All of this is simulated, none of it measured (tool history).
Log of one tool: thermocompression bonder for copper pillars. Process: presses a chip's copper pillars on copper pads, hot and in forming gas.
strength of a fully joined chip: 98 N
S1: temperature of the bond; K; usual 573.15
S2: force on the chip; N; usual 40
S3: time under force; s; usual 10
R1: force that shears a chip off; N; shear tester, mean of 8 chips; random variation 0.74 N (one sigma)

run    hour      S1  S2  S3    R1
  1       0  573.15  40  10  53.7
  2    60.6  573.15  40  10  53.4
  3   135.6  573.15  40  10  52.6
  4   202.8  573.15  40  20  64.5
  5   296.5  573.15  40  20  64.3
  6   390.4  573.15  40  20  64.6
  7   451.4  573.15  40  20  62.6
  8   516.4  573.15  40  20  62.9
  9     605  573.15  40  20  62.5
 10   647.9  573.15  29  10  36.5
 11     727  573.15  29  10  36.4
 12   801.3  573.15  29  10  35.8
 13   852.8  573.15  60  10  69.7
      878.9  -- forming gas filter changed
 14   913.6  573.15  60   6  62.7
 15  1011.7  573.15  60   6  64.1
 16  1080.9  573.15  60   6  60.7
 17  1144.6  573.15  60   6  63.3
 18  1189.8  601.15  43   9  68.8
     1255.4  -- heater calibrated with a thermocouple chip
 19  1271.6  601.15  43   9  69.6
 20  1344.1  559.15  51  10  56.3
     1393.5  -- force cell calibrated
 21  1417.4  586.15  40  15    70
 22  1494.6  580.15  53   5  59.4
 23  1574.1  573.15  59  19  81.6
 24  1651.9  569.15  38   8    45
 25  1738.2  578.15  38   8  48.7
 26  1804.7  578.15  38   8  49.2
 27  1891.8  578.15  38   8  47.4
 28  1941.4  578.15  38   8  47.5
 29  2028.4  578.15  38   8  48.9
     2064.1  -- forming gas filter changed
 30  2097.7  590.15  31  21  62.9
 31  2193.1  590.15  57  12  82.3
 32  2278.3  583.15  44   8  60.4
 33  2376.5  570.15  34  13  47.4

Forecast each of these 5 alternatives for the next run:
  A  2463  544.15  40  10   ?
  B  2463  591.15  40  10   ?
  C  2463  575.15  34  28   ?
  D  2463  570.15  51  27   ?
  E  2463  593.15  28  15   ?

run    R1
  A  34.8
  B  61.9
  C  63.7
  D  79.1
  E  51.9
Without the tool's hidden state the same runs would have given:
run    R1
  A  37.9
  B  65.6
  C  67.6
  D  82.7
  E  55.5
